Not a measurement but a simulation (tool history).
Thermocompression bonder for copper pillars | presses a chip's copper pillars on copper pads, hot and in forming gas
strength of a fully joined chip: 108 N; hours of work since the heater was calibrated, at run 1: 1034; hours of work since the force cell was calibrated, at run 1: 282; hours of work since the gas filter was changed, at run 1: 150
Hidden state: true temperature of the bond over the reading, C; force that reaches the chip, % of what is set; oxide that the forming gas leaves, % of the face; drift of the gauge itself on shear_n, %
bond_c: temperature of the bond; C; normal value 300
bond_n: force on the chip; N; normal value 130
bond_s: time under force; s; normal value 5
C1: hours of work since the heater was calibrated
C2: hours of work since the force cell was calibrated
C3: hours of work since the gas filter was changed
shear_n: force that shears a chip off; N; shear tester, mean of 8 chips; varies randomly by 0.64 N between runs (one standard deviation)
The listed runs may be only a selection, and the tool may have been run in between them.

run 1 day=0 | bond_c=300 bond_n=130 bond_s=5 | C1=1034 C2=282 C3=150 | shear_n=70.1
run 2 day=0.358 | bond_c=300 bond_n=130 bond_s=5 | C1=1040 C2=288 C3=155 | shear_n=69.1
run 3 day=0.679 | bond_c=300 bond_n=130 bond_s=5 | C1=1044 C2=293 C3=160 | shear_n=69.1
run 4 day=1.258 | bond_c=300 bond_n=130 bond_s=5 | C1=1053 C2=301 C3=169 | shear_n=68.8
run 5 day=1.612 | bond_c=300 bond_n=130 bond_s=5 | C1=1059 C2=307 C3=174 | shear_n=68.8
run 6 day=1.904 | bond_c=303 bond_n=130 bond_s=5 | C1=1063 C2=311 C3=178 | shear_n=69.3
run 7 day=2.458 | bond_c=303 bond_n=130 bond_s=5 | C1=1071 C2=319 C3=187 | shear_n=69.4
run 8 day=3.079 | bond_c=300 bond_n=130 bond_s=5 | C1=1081 C2=329 C3=196 | shear_n=67.5
run 9 day=3.625 | bond_c=300 bond_n=125 bond_s=5 | C1=1089 C2=337 C3=204 | shear_n=67.2
run 10 day=4.125 | bond_c=320 bond_n=130 bond_s=5 | C1=1096 C2=344 C3=212 | shear_n=76.4
run 11 day=4.512 | bond_c=320 bond_n=130 bond_s=5 | C1=1102 C2=350 C3=218 | shear_n=75.8
run 12 day=5.05 | bond_c=284 bond_n=130 bond_s=5 | C1=1110 C2=358 C3=226 | shear_n=59.6
run 13 day=5.421 | bond_c=300 bond_n=130 bond_s=5 | C1=1116 C2=364 C3=231 | shear_n=66.4
run 14 day=5.675 | bond_c=300 bond_n=130 bond_s=5 | C1=1120 C2=368 C3=235 | shear_n=65.5
run 15 day=5.942 | bond_c=300 bond_n=130 bond_s=5 | C1=1124 C2=372 C3=239 | shear_n=66.8
run 16 day=6.312 | bond_c=300 bond_n=130 bond_s=5 | C1=1129 C2=377 C3=245 | shear_n=67.1
run 17 day=6.771 | bond_c=300 bond_n=130 bond_s=5 | C1=1136 C2=384 C3=252 | shear_n=67
run 18 day=7.371 | bond_c=302 bond_n=130 bond_s=6 | C1=1145 C2=393 C3=261 | shear_n=70.6
run 19 day=7.65 | bond_c=271 bond_n=94 bond_s=5 | C1=1150 C2=398 C3=265 | shear_n=41.8
run 20 day=8.004 | bond_c=300 bond_n=117 bond_s=3 | C1=1155 C2=403 C3=270 | shear_n=52.4
run 21 day=8.625 | bond_c=300 bond_n=88 bond_s=10 | C1=1164 C2=412 C3=280 | shear_n=63.9
run 22 day=9.192 | bond_c=294 bond_n=152 bond_s=11 | C1=1173 C2=421 C3=288 | shear_n=79.9
run 23 day=9.446 | bond_c=294 bond_n=152 bond_s=11 | C1=1177 C2=425 C3=292 | shear_n=81.2

Predict the results of run 24:
-- day=9.542 force cell calibrated
run 24 day=9.942 | bond_c=325 bond_n=151 bond_s=11 | C1=1183 C2=6 C3=299 | shear_n=?

shear_n: 87.4 N
Were there no unlogged condition in the tool, this run, its random variation unchanged, would have produced shear_n 100.2 N.
